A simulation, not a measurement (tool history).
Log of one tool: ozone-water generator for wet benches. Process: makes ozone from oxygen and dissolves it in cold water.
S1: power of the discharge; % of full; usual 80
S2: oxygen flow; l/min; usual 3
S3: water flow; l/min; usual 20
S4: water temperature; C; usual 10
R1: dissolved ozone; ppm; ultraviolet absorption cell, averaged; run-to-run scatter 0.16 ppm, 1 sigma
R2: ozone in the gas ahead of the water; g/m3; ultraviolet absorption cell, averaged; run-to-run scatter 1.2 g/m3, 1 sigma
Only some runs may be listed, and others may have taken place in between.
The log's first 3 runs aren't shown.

run 4 day=18.329 | S1=80 S2=3 S3=20 S4=11 | R1=19.8 R2=208.3
run 5 day=24.371 | S1=80 S2=3 S3=20 S4=11 | R1=19.7 R2=206.7
run 6 day=31.083 | S1=80 S2=3 S3=20 S4=11 | R1=19.5 R2=206
run 7 day=38.85 | S1=80 S2=3 S3=22 S4=10 | R1=18 R2=207.6
run 8 day=46.771 | S1=80 S2=3 S3=22 S4=10 | R1=18 R2=204.6
run 9 day=55.808 | S1=80 S2=3 S3=22 S4=10 | R1=18.2 R2=207.2
-- day=59.246 water thermometer calibrated
run 10 day=64.704 | S1=80 S2=3 S3=22 S4=10 | R1=18.1 R2=203.8
-- day=71.842 contactor cleaned
run 11 day=73.492 | S1=80 S2=3 S3=20 S4=10 | R1=19.8 R2=206.2
run 12 day=79.754 | S1=80 S2=3 S3=20 S4=10 | R1=19.7 R2=204.4
run 13 day=85.012 | S1=80 S2=3 S3=19 S4=10 | R1=20.6 R2=203.7
run 14 day=91.279 | S1=80 S2=3.29 S3=19 S4=10 | R1=20.9 R2=196.5
run 15 day=96.108 | S1=80 S2=2.46 S3=19 S4=10 | R1=19.5 R2=222.8
run 16 day=100.404 | S1=80 S2=2.46 S3=19 S4=10 | R1=19.5 R2=220.5
run 17 day=107.6 | S1=80 S2=2.46 S3=14 S4=10 | R1=24.9 R2=221.5
run 18 day=112.508 | S1=63 S2=2.46 S3=21 S4=10 | R1=15.1 R2=189.7
run 19 day=118.108 | S1=63 S2=2.46 S3=21 S4=10 | R1=15.2 R2=192.5
run 20 day=125.692 | S1=80 S2=3.87 S3=20 S4=7 | R1=21.9 R2=180.2
run 21 day=134.092 | S1=45 S2=3 S3=20 S4=10 | R1=13.6 R2=140.6

What does the tool deliver on the next run?
run 22 day=141.979 | S1=80 S2=3.98 S3=31 S4=10 | R1=? R2=?

{"run 22": {"R1": 14.7, "R2": 176.5}}
On a tool with no hidden condition, and with the same random variation, this run would have come out at R1 14.7 ppm, R2 181.9 g/m3.

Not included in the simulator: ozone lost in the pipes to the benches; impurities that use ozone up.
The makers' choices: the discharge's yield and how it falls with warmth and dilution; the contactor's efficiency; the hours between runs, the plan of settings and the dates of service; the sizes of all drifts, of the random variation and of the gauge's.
